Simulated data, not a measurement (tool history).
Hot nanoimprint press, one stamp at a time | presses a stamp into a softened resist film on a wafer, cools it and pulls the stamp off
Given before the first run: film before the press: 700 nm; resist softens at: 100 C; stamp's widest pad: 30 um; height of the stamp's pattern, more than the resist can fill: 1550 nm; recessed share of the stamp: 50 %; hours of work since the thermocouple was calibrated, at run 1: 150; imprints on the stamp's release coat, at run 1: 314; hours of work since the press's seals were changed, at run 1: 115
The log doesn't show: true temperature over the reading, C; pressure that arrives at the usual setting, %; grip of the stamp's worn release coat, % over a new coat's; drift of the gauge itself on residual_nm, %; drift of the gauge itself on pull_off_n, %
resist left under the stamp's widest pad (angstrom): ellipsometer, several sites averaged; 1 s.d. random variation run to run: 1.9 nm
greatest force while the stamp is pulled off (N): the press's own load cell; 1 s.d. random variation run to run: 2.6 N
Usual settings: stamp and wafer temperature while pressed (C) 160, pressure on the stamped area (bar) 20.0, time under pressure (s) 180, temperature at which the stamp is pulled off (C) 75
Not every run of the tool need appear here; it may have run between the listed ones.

run,hour,stamp and wafer temperature while pressed (C),pressure on the stamped area (bar),time under pressure (s),temperature at which the stamp is pulled off (C),hours of work since the thermocouple was calibrated,imprints on the stamp's release coat,hours of work since the press's seals were changed,resist left under the stamp's widest pad (angstrom),greatest force while the stamp is pulled off (N)
1,0.0,160,20.0,180,75,150,314,115,3145,125
2,29.4,160,20.0,180,75,163,382,128,3182,125
3,73.0,160,20.0,180,75,183,483,148,3151,135
4,107.4,160,20.0,180,75,198,563,163,3150,129
5,149.6,160,20.0,203,75,217,661,182,3040,127
6,178.6,152,20.0,180,75,230,728,195,4479,133
7,214.0,152,20.0,180,75,245,810,211,4487,133
8,239.0,152,20.0,180,75,257,868,222,4498,136
9,295.0,152,20.0,180,75,282,998,247,4462,129
10,346.6,160,20.0,180,74,305,1118,270,3099,144
11,385.9,160,20.0,180,61,322,1209,287,3094,196
12,416.0,160,20.0,177,61,335,1279,301,3126,197
13,468.6,172,20.0,177,61,359,1401,324,1881,196
14,515.5,154,16.0,359,62,380,1510,345,3745,199
# hour 523.0: plate thermocouple calibrated
15,563.5,154,16.0,359,62,18,1614,365,3642,197
16,598.4,160,20.0,146,73,34,1695,381,3268,149
# hour 613.2: plate thermocouple calibrated, once more
17,628.6,161,20.0,101,70,7,1759,393,3705,175
18,672.9,161,20.0,101,70,27,1861,412,3705,174
19,731.7,161,20.0,101,70,53,1998,439,3654,180
20,783.8,166,13.5,180,75,76,2119,462,3094,153
21,823.9,166,13.5,180,75,94,2212,480,3095,157
22,881.6,165,20.4,180,75,120,2346,505,2523,164
23,924.9,170,24.7,295,72,139,2446,525,1537,179
# hour 943.2: stamp cleaned and given a new release coat
24,962.8,170,24.7,295,72,153,45,539,1536,129

Some steps in resist left under the stamp's widest pad (angstrom), run to run, broken into two amounts with sign: the step expected even without the hidden condition (settings, incoming material, random variation), and the rest, left for the hidden condition together with whatever gauge scatter is not in both the measured and the hidden-condition-free result:
Run 5 -> 6: stamp and wafer temperature while pressed (C) 160 -> 152, time under pressure (s) 203 -> 180. resist left under the stamp's widest pad (angstrom) +1439: hidden state -26, all else +1465.
Run 13 -> 14: stamp and wafer temperature while pressed (C) 172 -> 154, pressure on the stamped area (bar) 20.0 -> 16.0, time under pressure (s) 177 -> 359, temperature at which the stamp is pulled off (C) 61 -> 62. resist left under the stamp's widest pad (angstrom) +1864: hidden state -94, all else +1958.
Run 16 -> 17: stamp and wafer temperature while pressed (C) 160 -> 161, time under pressure (s) 146 -> 101, temperature at which the stamp is pulled off (C) 73 -> 70, plate thermocouple calibrated, once more. resist left under the stamp's widest pad (angstrom) +437: hidden state +209, all else +228.
